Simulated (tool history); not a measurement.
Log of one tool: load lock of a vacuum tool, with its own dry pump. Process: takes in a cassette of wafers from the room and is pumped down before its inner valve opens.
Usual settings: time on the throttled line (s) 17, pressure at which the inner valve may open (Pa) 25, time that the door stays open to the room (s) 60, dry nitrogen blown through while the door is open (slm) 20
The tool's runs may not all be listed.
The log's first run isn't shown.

| run | hour | time on the throttled line (s) | pressure at which the inner valve may open (Pa) | time that the door stays open to the room (s) | dry nitrogen blown through while the door is open (slm) | hours that the pump has run since its overhaul | times that the door has closed on its seal | incoming humidity of the room's air, % | time from the closed door until the inner valve may open (s) | rise of the pressure with all valves shut (Pa/min) |
|---|---|---|---|---|---|---|---|---|---|---|
| 2 | 110.2 | 17 | 25 | 60 | 20 | 7311 | 37758 | 45.5 | 32.8 | 0.459 |
| 3 | 277.4 | 17 | 25 | 60 | 20 | 7478 | 38385 | 46.7 | 32.7 | 0.475 |
| 4 | 503.6 | 10 | 25 | 60 | 20 | 7705 | 39232 | 45.0 | 27.5 | 0.485 |
| 5 | 693.9 | 10 | 25 | 60 | 20 | 7895 | 39944 | 46.3 | 27.8 | 0.491 |
| 6 | 835.7 | 10 | 25 | 60 | 20 | 8037 | 40475 | 43.4 | 27.7 | 0.508 |
| 7 | 951.7 | 10 | 25 | 60 | 20 | 8153 | 40910 | 46.8 | 27.6 | 0.517 |
| 8 | 1119.2 | 10 | 25 | 83 | 20 | 8320 | 41537 | 44.3 | 28.0 | 0.523 |
| 9 | 1375.0 | 10 | 25 | 83 | 20 | 8576 | 42495 | 44.7 | 28.0 | 0.558 |
| 10 | 1601.3 | 17 | 25 | 60 | 8 | 8802 | 43342 | 44.5 | 33.0 | 0.591 |
| 11 | 1804.6 | 17 | 25 | 60 | 8 | 9006 | 44103 | 40.7 | 32.9 | 0.597 |
| 12 | 1997.4 | 17 | 25 | 60 | 12 | 9198 | 44825 | 43.6 | 33.2 | 0.613 |
| 13 | 2209.9 | 17 | 25 | 60 | 12 | 9411 | 45621 | 42.3 | 33.2 | 0.612 |
|  | 2349.9 | door's seal changed, seat wiped |
| 14 | 2419.7 | 17 | 25 | 60 | 12 | 9619 | 261 | 48.6 | 32.9 | 0.057 |
| 15 | 2546.9 | 17 | 25 | 60 | 12 | 9746 | 737 | 44.3 | 33.2 | 0.050 |
| 16 | 2786.7 | 17 | 25 | 60 | 12 | 9986 | 1635 | 43.3 | 33.1 | 0.052 |
| 17 | 2924.7 | 17 | 25 | 60 | 12 | 10124 | 2152 | 48.4 | 33.2 | 0.059 |
| 18 | 3117.2 | 33 | 25 | 60 | 12 | 10317 | 2873 | 46.7 | 44.6 | 0.060 |
| 19 | 3227.0 | 33 | 25 | 60 | 12 | 10427 | 3284 | 47.5 | 44.9 | 0.064 |
| 20 | 3479.4 | 8 | 25 | 34 | 20 | 10679 | 4229 | 44.5 | 26.7 | 0.048 |
| 21 | 3641.3 | 8 | 25 | 34 | 20 | 10841 | 4836 | 45.4 | 26.6 | 0.052 |

Run 22 comes next. What will it give?
| 22 | 3798.1 | 13 | 45 | 34 | 20 | 10998 | 5423 | 41.8 | ? | ? |

time from the closed door until the inner valve may open (s): 29.0
rise of the pressure with all valves shut (Pa/min): 0.052
Without the tool's hidden state the same run would have given time from the closed door until the inner valve may open (s) 27.6, rise of the pressure with all valves shut (Pa/min) 0.026.
